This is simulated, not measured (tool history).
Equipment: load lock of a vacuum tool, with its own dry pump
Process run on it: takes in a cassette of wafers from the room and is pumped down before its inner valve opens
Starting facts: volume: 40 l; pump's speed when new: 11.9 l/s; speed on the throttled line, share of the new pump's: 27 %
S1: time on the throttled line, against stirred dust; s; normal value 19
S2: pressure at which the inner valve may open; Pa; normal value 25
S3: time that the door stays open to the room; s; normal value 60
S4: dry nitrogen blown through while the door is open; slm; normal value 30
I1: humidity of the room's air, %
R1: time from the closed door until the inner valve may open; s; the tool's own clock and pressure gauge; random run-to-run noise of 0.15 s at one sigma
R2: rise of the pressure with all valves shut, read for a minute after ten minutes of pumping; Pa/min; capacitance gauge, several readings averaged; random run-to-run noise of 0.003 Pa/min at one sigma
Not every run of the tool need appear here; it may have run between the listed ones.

run     hour  S1  S2   S3  S4    I1    R1     R2
  1      0.0  19  25   60  30  48.1  44.8  0.325
  2    496.8  19  34   60  30  45.9  43.5  0.322
  3    739.7  19  34   60  30  41.6  44.0  0.323
  4   1206.3  19  25   60  28  42.0  45.2  0.350
      1350.3  -- dry pump taken out, an overhauled one fitted
  5   1521.1  19  29   60  30  46.2  41.7  0.360
  6   2078.3  19  25  203  30  46.9  42.6  0.442
  7   2472.9  19  25  203  30  45.0  42.6  0.432
  8   3019.7  19  25  203  30  43.8  42.6  0.451
  9   3487.3  19  29   60  30  45.4  42.1  0.403
 10   4046.8  19  29   60  30  46.9  42.6  0.416
 11   4514.9  19  29   60  30  44.0  42.6  0.419
 12   4858.9  19  29   60  30  44.5  42.7  0.436
 13   5424.0  19  29   60  30  46.0  42.7  0.449
 14   5868.6  19  25   60  16  41.0  43.4  0.464
 15   6112.8  19  25   60  30  46.7  43.6  0.467
 16   6561.4  19  40   60  30  44.6  42.0  0.487
 17   6822.6  19  25   60  30  44.2  43.8  0.484
 18   7351.7  19  25   60  13  45.1  43.9  0.517
 19   7874.8  31  25   92  13  43.8  52.7  0.552
 20   8163.0  22  43   35  15  43.5  44.4  0.518
 21   8569.9  22  43   35  15  42.3  44.2  0.518
 22   8872.7  24  25   29   4  46.1  48.0  0.543
 23   9130.3  15  33   49   4  44.8  40.6  0.567
 24   9623.9  38  25   96  30  43.6  58.3  0.588
 25  10055.5  12  25   60  30  43.9  40.0  0.589
 26  10583.8  12  25   60  30  44.4  40.4  0.587
 27  10876.1  12  25   60  30  43.6  40.4  0.598
 28  11163.6  12  20   60  13  44.3  41.5  0.627
     11274.7  -- dry pump taken out, an overhauled one fitted
 29  11669.3  12  20   60  13  42.7  37.4  0.645
 30  11994.5  12  20   60  13  45.7  37.5  0.653
 31  12228.8  12  20   60  13  44.3  37.4  0.658
     12368.8  -- door's seal changed, seat wiped
 32  12691.1  12  20   60  13  44.4  37.6  0.062
 33  13062.4  19  27  192  30  48.4  42.0  0.123
 34  13377.3  28  44   35  30  42.9  46.8  0.035
 35  13629.7  28  44   35  30  45.4  46.8  0.043
 36  13927.1  28  44   35  30  42.7  47.0  0.046

Hidden state or all else? Some run-to-run changes of R1, split into what the settings, what came in and random variation would give without the hidden state, and what is left for the hidden state (with any gauge scatter that isn't in both results):
The tool's hidden condition here consists of: pump's speed, % of a new pump's; leak at the door's seal, Pa l/s; drift of the gauge itself on ready_s, %; drift of the gauge itself on rise_pa_min, %.
Run 4 -> 5: S2 25 -> 29, S4 28 -> 30, dry pump taken out, an overhauled one fitted. R1 -3.5 s: hidden state -2.9, all else -0.6.
Run 18 -> 19: S1 19 -> 31, S3 60 -> 92. R1 +8.8 s: hidden state -0.1, all else +8.9.
Run 23 -> 24: S1 15 -> 38, S2 33 -> 25, S3 49 -> 96, S4 4 -> 30. R1 +17.7 s: hidden state -0.5, all else +18.2.
Run 24 -> 25: S1 38 -> 12, S3 96 -> 60. R1 -18.3 s: hidden state +1.1, all else -19.4.
Run 28 -> 29: dry pump taken out, an overhauled one fitted. R1 -4.1 s: hidden state -4.1, all else +0.0.

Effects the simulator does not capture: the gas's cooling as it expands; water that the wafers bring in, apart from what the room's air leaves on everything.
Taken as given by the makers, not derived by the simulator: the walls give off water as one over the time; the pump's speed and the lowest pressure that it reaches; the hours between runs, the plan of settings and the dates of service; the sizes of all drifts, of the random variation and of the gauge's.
